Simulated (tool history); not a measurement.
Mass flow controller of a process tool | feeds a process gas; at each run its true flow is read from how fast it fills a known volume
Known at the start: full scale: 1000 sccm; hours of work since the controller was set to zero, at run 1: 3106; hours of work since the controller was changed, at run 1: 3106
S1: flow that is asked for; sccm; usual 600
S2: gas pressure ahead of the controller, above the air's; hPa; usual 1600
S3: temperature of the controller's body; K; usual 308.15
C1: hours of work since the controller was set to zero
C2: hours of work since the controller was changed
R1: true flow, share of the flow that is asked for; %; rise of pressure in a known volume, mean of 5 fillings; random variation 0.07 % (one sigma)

run 1 hour=0.0 | S1=600 S2=1600 S3=308.15 | C1=3106 C2=3106 | R1=97.96
run 2 hour=65.9 | S1=600 S2=1600 S3=294.15 | C1=3155 C2=3155 | R1=98.59
run 3 hour=167.1 | S1=600 S2=1600 S3=294.15 | C1=3230 C2=3230 | R1=98.61
run 4 hour=269.8 | S1=186 S2=1600 S3=308.15 | C1=3306 C2=3306 | R1=96.89
run 5 hour=374.8 | S1=186 S2=1600 S3=308.15 | C1=3384 C2=3384 | R1=97.04
run 6 hour=463.0 | S1=600 S2=1600 S3=308.15 | C1=3449 C2=3449 | R1=98.54
run 7 hour=588.6 | S1=600 S2=1600 S3=308.15 | C1=3542 C2=3542 | R1=98.66
run 8 hour=708.5 | S1=600 S2=1600 S3=308.15 | C1=3631 C2=3631 | R1=98.73
run 9 hour=780.6 | S1=600 S2=1600 S3=308.15 | C1=3684 C2=3684 | R1=98.66
run 10 hour=871.1 | S1=600 S2=1770 S3=308.15 | C1=3751 C2=3751 | R1=99.00
run 11 hour=1005.5 | S1=959 S2=1770 S3=308.15 | C1=3851 C2=3851 | R1=100.24
run 12 hour=1129.5 | S1=752 S2=1770 S3=308.15 | C1=3943 C2=3943 | R1=99.72
run 13 hour=1204.9 | S1=752 S2=1770 S3=308.15 | C1=3999 C2=3999 | R1=99.78
run 14 hour=1320.6 | S1=752 S2=1770 S3=308.15 | C1=4084 C2=4084 | R1=99.85
run 15 hour=1407.6 | S1=752 S2=2570 S3=308.15 | C1=4149 C2=4149 | R1=100.35
run 16 hour=1544.1 | S1=752 S2=2570 S3=308.15 | C1=4250 C2=4250 | R1=100.51
run 17 hour=1662.6 | S1=600 S2=2010 S3=308.15 | C1=4338 C2=4338 | R1=99.72
run 18 hour=1793.1 | S1=600 S2=2010 S3=308.15 | C1=4434 C2=4434 | R1=99.76
run 19 hour=1928.2 | S1=600 S2=2010 S3=308.15 | C1=4534 C2=4534 | R1=99.94
run 20 hour=2052.8 | S1=100 S2=2010 S3=308.15 | C1=4627 C2=4627 | R1=98.26
run 21 hour=2154.9 | S1=100 S2=2010 S3=308.15 | C1=4702 C2=4702 | R1=98.37
run 22 hour=2217.7 | S1=100 S2=2010 S3=308.15 | C1=4749 C2=4749 | R1=98.48
run 23 hour=2301.8 | S1=100 S2=1480 S3=308.15 | C1=4811 C2=4811 | R1=98.01
run 24 hour=2366.9 | S1=494 S2=1480 S3=308.15 | C1=4859 C2=4859 | R1=99.45
run 25 hour=2429.8 | S1=371 S2=2390 S3=308.15 | C1=4906 C2=4906 | R1=99.77
run 26 hour=2517.1 | S1=267 S2=2680 S3=308.15 | C1=4971 C2=4971 | R1=99.62
run 27 hour=2605.7 | S1=147 S2=1710 S3=308.15 | C1=5036 C2=5036 | R1=98.68
run 28 hour=2723.8 | S1=147 S2=1710 S3=308.15 | C1=5124 C2=5124 | R1=98.82
run 29 hour=2841.1 | S1=148 S2=1710 S3=308.15 | C1=5211 C2=5211 | R1=98.90
run 30 hour=2935.6 | S1=148 S2=1710 S3=308.15 | C1=5281 C2=5281 | R1=98.97
run 31 hour=3003.6 | S1=148 S2=1710 S3=308.15 | C1=5331 C2=5331 | R1=98.97

The next listed run, before its measurement:
run 32 hour=3119.0 | S1=133 S2=1770 S3=307.15 | C1=5416 C2=5416 | R1=?

R1: 99.08 %
Without the tool's hidden state the same run would have given R1 96.62 %.
